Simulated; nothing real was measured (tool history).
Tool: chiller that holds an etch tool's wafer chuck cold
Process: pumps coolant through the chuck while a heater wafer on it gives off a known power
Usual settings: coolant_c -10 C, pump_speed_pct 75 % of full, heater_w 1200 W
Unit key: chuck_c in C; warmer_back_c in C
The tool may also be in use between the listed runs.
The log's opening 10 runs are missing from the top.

{"run": 11, "hour": 530.0, "coolant_c": -19, "pump_speed_pct": 83, "heater_w": 1200, "chuck_c": -9.6, "warmer_back_c": 2.41}
{"run": 12, "hour": 591.1, "coolant_c": -19, "pump_speed_pct": 69, "heater_w": 1200, "chuck_c": -8.2, "warmer_back_c": 2.9}
{"run": 13, "hour": 648.5, "coolant_c": -19, "pump_speed_pct": 69, "heater_w": 1200, "chuck_c": -8.1, "warmer_back_c": 2.93}
{"run": 14, "hour": 714.9, "coolant_c": -19, "pump_speed_pct": 69, "heater_w": 1200, "chuck_c": -8.2, "warmer_back_c": 2.93}
{"run": 15, "hour": 753.5, "coolant_c": -10, "pump_speed_pct": 75, "heater_w": 1200, "chuck_c": 0.1, "warmer_back_c": 2.68}
{"run": 16, "hour": 816.4, "coolant_c": -10, "pump_speed_pct": 75, "heater_w": 1200, "chuck_c": 0.3, "warmer_back_c": 2.68}
{"run": 17, "hour": 860.9, "coolant_c": -10, "pump_speed_pct": 77, "heater_w": 608, "chuck_c": -5.0, "warmer_back_c": 1.32}
{"run": 18, "hour": 897.4, "coolant_c": -10, "pump_speed_pct": 77, "heater_w": 608, "chuck_c": -4.8, "warmer_back_c": 1.27}
{"run": 19, "hour": 953.3, "coolant_c": -13, "pump_speed_pct": 85, "heater_w": 1318, "chuck_c": -2.8, "warmer_back_c": 2.62}
{"hour": 979.5, "done": "chiller's thermometer calibrated"}
{"run": 20, "hour": 1013.3, "coolant_c": -13, "pump_speed_pct": 85, "heater_w": 1318, "chuck_c": -2.9, "warmer_back_c": 2.63}
{"run": 21, "hour": 1073.3, "coolant_c": -13, "pump_speed_pct": 85, "heater_w": 1318, "chuck_c": -2.6, "warmer_back_c": 2.65}
{"run": 22, "hour": 1102.7, "coolant_c": -13, "pump_speed_pct": 85, "heater_w": 1318, "chuck_c": -2.7, "warmer_back_c": 2.64}
{"run": 23, "hour": 1169.7, "coolant_c": -3, "pump_speed_pct": 93, "heater_w": 1200, "chuck_c": 5.8, "warmer_back_c": 2.24}
{"run": 24, "hour": 1231.6, "coolant_c": -2, "pump_speed_pct": 71, "heater_w": 800, "chuck_c": 5.2, "warmer_back_c": 1.95}
{"run": 25, "hour": 1285.2, "coolant_c": -2, "pump_speed_pct": 74, "heater_w": 803, "chuck_c": 4.9, "warmer_back_c": 1.84}
{"hour": 1338.1, "done": "coolant changed, channels flushed"}
{"run": 26, "hour": 1338.1, "coolant_c": -2, "pump_speed_pct": 74, "heater_w": 803, "chuck_c": 4.7, "warmer_back_c": 1.85}
{"run": 27, "hour": 1399.2, "coolant_c": -2, "pump_speed_pct": 74, "heater_w": 803, "chuck_c": 5.0, "warmer_back_c": 1.88}
{"run": 28, "hour": 1444.8, "coolant_c": -2, "pump_speed_pct": 98, "heater_w": 1492, "chuck_c": 8.3, "warmer_back_c": 2.5}
{"run": 29, "hour": 1485.8, "coolant_c": -2, "pump_speed_pct": 98, "heater_w": 1492, "chuck_c": 8.3, "warmer_back_c": 2.6}
{"run": 30, "hour": 1554.0, "coolant_c": -2, "pump_speed_pct": 98, "heater_w": 1492, "chuck_c": 8.4, "warmer_back_c": 2.6}
{"run": 31, "hour": 1624.1, "coolant_c": -2, "pump_speed_pct": 98, "heater_w": 1492, "chuck_c": 8.2, "warmer_back_c": 2.63}
{"run": 32, "hour": 1666.2, "coolant_c": -5, "pump_speed_pct": 98, "heater_w": 1180, "chuck_c": 3.3, "warmer_back_c": 2.06}

What if the next run were any one of these 4? Each begins from the tool's condition after run 32:
{"run": "A", "hour": 1705.3, "coolant_c": -10, "pump_speed_pct": 81, "heater_w": 1180, "chuck_c": "?", "warmer_back_c": "?"}
{"run": "B", "hour": 1705.3, "coolant_c": -5, "pump_speed_pct": 98, "heater_w": 642, "chuck_c": "?", "warmer_back_c": "?"}
{"run": "C", "hour": 1705.3, "coolant_c": -11, "pump_speed_pct": 70, "heater_w": 931, "chuck_c": "?", "warmer_back_c": "?"}
{"run": "D", "hour": 1705.3, "coolant_c": -14, "pump_speed_pct": 98, "heater_w": 1416, "chuck_c": "?", "warmer_back_c": "?"}

run=A chuck_c=-0.5 warmer_back_c=2.46
run=B chuck_c=-0.5 warmer_back_c=1.12
run=C chuck_c=-2.6 warmer_back_c=2.20
run=D chuck_c=-4.2 warmer_back_c=2.48
Had the tool no hidden state, the same runs would have come out as:
run=A chuck_c=-0.5 warmer_back_c=2.45
run=B chuck_c=-0.5 warmer_back_c=1.12
run=C chuck_c=-2.7 warmer_back_c=2.20
run=D chuck_c=-4.2 warmer_back_c=2.48
